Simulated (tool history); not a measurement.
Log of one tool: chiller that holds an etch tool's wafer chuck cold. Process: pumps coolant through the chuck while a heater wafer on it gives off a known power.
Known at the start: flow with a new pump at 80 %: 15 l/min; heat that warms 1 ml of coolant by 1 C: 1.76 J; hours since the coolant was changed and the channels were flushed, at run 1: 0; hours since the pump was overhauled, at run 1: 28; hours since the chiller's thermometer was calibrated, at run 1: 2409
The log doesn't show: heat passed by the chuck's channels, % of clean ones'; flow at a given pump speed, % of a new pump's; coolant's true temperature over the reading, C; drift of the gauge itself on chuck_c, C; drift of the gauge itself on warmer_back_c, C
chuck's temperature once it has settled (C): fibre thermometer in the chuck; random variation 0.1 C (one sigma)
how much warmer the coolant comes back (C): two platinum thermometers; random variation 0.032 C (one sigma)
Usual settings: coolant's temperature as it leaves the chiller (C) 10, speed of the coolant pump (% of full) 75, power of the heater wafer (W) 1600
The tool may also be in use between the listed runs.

run    hour  coolant's temperature as it leaves the chiller (C)  speed of the coolant pump (% of full)  power of the heater wafer (W)  hours since the coolant was changed and the channels were flushed  hours since the pump was overhauled  hours since the chiller's thermometer was calibrated  chuck's temperature once it has settled (C)  how much warmer the coolant comes back (C)
  1       0                                                  10                                     75                           1600                                                                  0                                   28                                                  2409                                           21                                        3.87
  2    99.5                                                  10                                     75                           1600                                                                 99                                  127                                                  2508                                         20.9                                        3.92
  3   203.2                                                  10                                     75                           1600                                                                203                                  231                                                  2612                                         21.2                                        3.88
  4   345.6                                                  10                                     75                           1937                                                                346                                  373                                                  2754                                         23.5                                        4.69
  5   530.5                                                  10                                     75                           1937                                                                531                                  558                                                  2939                                         23.5                                        4.75
  6   652.2                                                  10                                     75                           1937                                                                652                                  680                                                  3061                                         23.5                                        4.74
  7   758.6                                                  10                                     75                           1432                                                                759                                  786                                                  3167                                         20.2                                        3.54
  8   898.7                                                  10                                     75                           1600                                                                899                                  926                                                  3307                                         21.2                                        3.95
  9  1091.2                                                  10                                     75                           1600                                                               1091                                 1119                                                  3500                                         21.3                                        3.99
 10  1173.6                                                  10                                     75                           1600                                                               1174                                 1201                                                  3582                                         21.6                                        3.91
 11  1322.8                                                  10                                     75                           1600                                                               1323                                 1350                                                  3731                                         21.6                                        3.96
 12  1403.6                                                   6                                     92                           1381                                                               1404                                 1431                                                  3812                                         14.8                                        2.82
     1468.9  -- chiller's thermometer calibrated
 13  1488.2                                                   6                                     98                            860                                                               1487                                 1515                                                    19                                         11.4                                        1.67
 14  1605.5                                                   3                                     69                           2303                                                               1605                                 1632                                                   137                                         20.8                                        6.32
 15  1804.2                                                  10                                     75                            886                                                               1803                                 1831                                                   335                                           17                                        2.23
 16  1942.9                                                  10                                     75                            886                                                               1942                                 1969                                                   474                                         16.8                                        2.21
 17  2081.6                                                  10                                     75                            886                                                               2081                                 2108                                                   613                                         16.8                                        2.22
     2215.9  -- chiller's thermometer calibrated, once more
 18  2260.5                                                   2                                     97                            886                                                               2258                                 2286                                                    45                                          7.5                                        1.74
 19  2382.2                                                   1                                     68                           2033                                                               2380                                 2408                                                   166                                         16.9                                        5.66
 20  2534.7                                                   1                                     68                           2033                                                               2533                                 2560                                                   319                                         16.9                                        5.68
 21  2716.4                                                   1                                     68                           2033                                                               2714                                 2742                                                   501                                         17.1                                        5.72
 22  2845.4                                                   1                                     78                           2076                                                               2843                                 2871                                                   630                                         16.1                                        5.07

Some steps in chuck's temperature once it has settled (C) between neighbouring runs. How much of each would the tool show without its hidden state too (settings, what came in, random variation), and how much is left for the hidden state, with any gauge scatter that isn't in both results?
Run 13 -> 14: coolant's temperature as it leaves the chiller (C) 6 -> 3, speed of the coolant pump (% of full) 98 -> 69, power of the heater wafer (W) 860 -> 2303. chuck's temperature once it has settled (C) +9.4: hidden state +0.8, all else +8.6.
Run 18 -> 19: coolant's temperature as it leaves the chiller (C) 2 -> 1, speed of the coolant pump (% of full) 97 -> 68, power of the heater wafer (W) 886 -> 2033. chuck's temperature once it has settled (C) +9.4: hidden state +0.8, all else +8.6.
